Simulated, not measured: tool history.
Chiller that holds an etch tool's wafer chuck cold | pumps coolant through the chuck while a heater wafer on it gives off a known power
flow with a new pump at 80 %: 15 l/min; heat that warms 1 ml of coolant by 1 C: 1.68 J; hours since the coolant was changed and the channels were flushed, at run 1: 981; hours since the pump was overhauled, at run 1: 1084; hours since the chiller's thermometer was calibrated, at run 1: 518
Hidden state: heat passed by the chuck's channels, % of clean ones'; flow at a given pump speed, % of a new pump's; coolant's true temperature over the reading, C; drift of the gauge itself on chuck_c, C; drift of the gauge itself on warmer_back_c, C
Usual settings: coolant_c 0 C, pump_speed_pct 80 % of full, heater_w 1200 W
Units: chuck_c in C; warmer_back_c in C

| run | hour | coolant_c | pump_speed_pct | heater_w | hours since the coolant was changed and the channels were flushed | hours since the pump was overhauled | hours since the chiller's thermometer was calibrated | chuck_c | warmer_back_c |
|---|---|---|---|---|---|---|---|---|---|
| 1 | 0 | 0 | 80 | 1200 | 981 | 1084 | 518 | 10.3 | 2.9 |
| 2 | 65.7 | 0 | 80 | 1200 | 1046 | 1150 | 584 | 10.5 | 2.87 |
| 3 | 97.1 | 0 | 80 | 638 | 1078 | 1181 | 615 | 5.4 | 1.54 |
| 4 | 135.6 | 0 | 80 | 638 | 1116 | 1219 | 654 | 5.6 | 1.6 |
| 5 | 174.2 | 0 | 80 | 638 | 1155 | 1258 | 692 | 5.5 | 1.53 |
| 6 | 232.4 | 0 | 80 | 638 | 1213 | 1316 | 750 | 5.4 | 1.54 |
| 7 | 282.2 | 0 | 80 | 638 | 1263 | 1366 | 800 | 5.3 | 1.53 |
| 8 | 311.2 | 0 | 80 | 638 | 1292 | 1395 | 829 | 5.6 | 1.59 |
| 9 | 364 | 7 | 80 | 1200 | 1345 | 1448 | 882 | 17.3 | 2.92 |
| 10 | 394.8 | 0 | 80 | 1200 | 1375 | 1479 | 913 | 10.4 | 2.96 |
| 11 | 443.1 | 2 | 80 | 1200 | 1424 | 1527 | 961 | 12.6 | 3.01 |
| 12 | 482.5 | 0 | 80 | 1173 | 1463 | 1566 | 1001 | 10.2 | 2.95 |
|  | 490.5 | coolant pump overhauled |
| 13 | 534.3 | 0 | 80 | 1200 | 1510 | 44 | 1047 | 10.8 | 3 |
| 14 | 603.1 | 0 | 80 | 1200 | 1579 | 113 | 1116 | 10.7 | 3.01 |
| 15 | 665.6 | 0 | 80 | 1200 | 1641 | 175 | 1179 | 10.7 | 2.98 |
|  | 705.6 | coolant pump overhauled, once more |
| 16 | 705.6 | 0 | 80 | 1200 | 1676 | 0 | 1214 | 10.5 | 2.83 |
| 17 | 741.1 | -1 | 68 | 666 | 1712 | 36 | 1249 | 5.3 | 1.92 |
| 18 | 801.5 | -1 | 68 | 1059 | 1772 | 96 | 1310 | 9.5 | 3.01 |
| 19 | 852.9 | 6 | 80 | 1200 | 1824 | 147 | 1361 | 16.3 | 2.82 |
| 20 | 885.6 | 7 | 81 | 1200 | 1856 | 180 | 1394 | 17.5 | 2.85 |
| 21 | 937.8 | 7 | 81 | 1200 | 1908 | 232 | 1446 | 17.3 | 2.85 |
| 22 | 1001.2 | 7 | 91 | 1074 | 1972 | 296 | 1509 | 15.6 | 2.24 |
| 23 | 1038.4 | 4 | 91 | 611 | 2009 | 333 | 1547 | 8.7 | 1.34 |
| 24 | 1081.9 | 4 | 91 | 611 | 2053 | 376 | 1590 | 8.7 | 1.28 |
| 25 | 1139.3 | 0 | 73 | 1200 | 2110 | 434 | 1647 | 11.4 | 3.2 |
| 26 | 1176.8 | 9 | 73 | 963 | 2148 | 471 | 1685 | 18 | 2.57 |
| 27 | 1229.1 | 4 | 71 | 1200 | 2200 | 523 | 1737 | 15.6 | 3.31 |

Forecast run 28:
| 28 | 1298.2 | 4 | 71 | 1200 | 2269 | 593 | 1806 | ? | ? |

chuck_c: 15.5 C
warmer_back_c: 3.36 C
Without the tool's hidden state the same run would have given chuck_c 14.5 C, warmer_back_c 3.32 C.
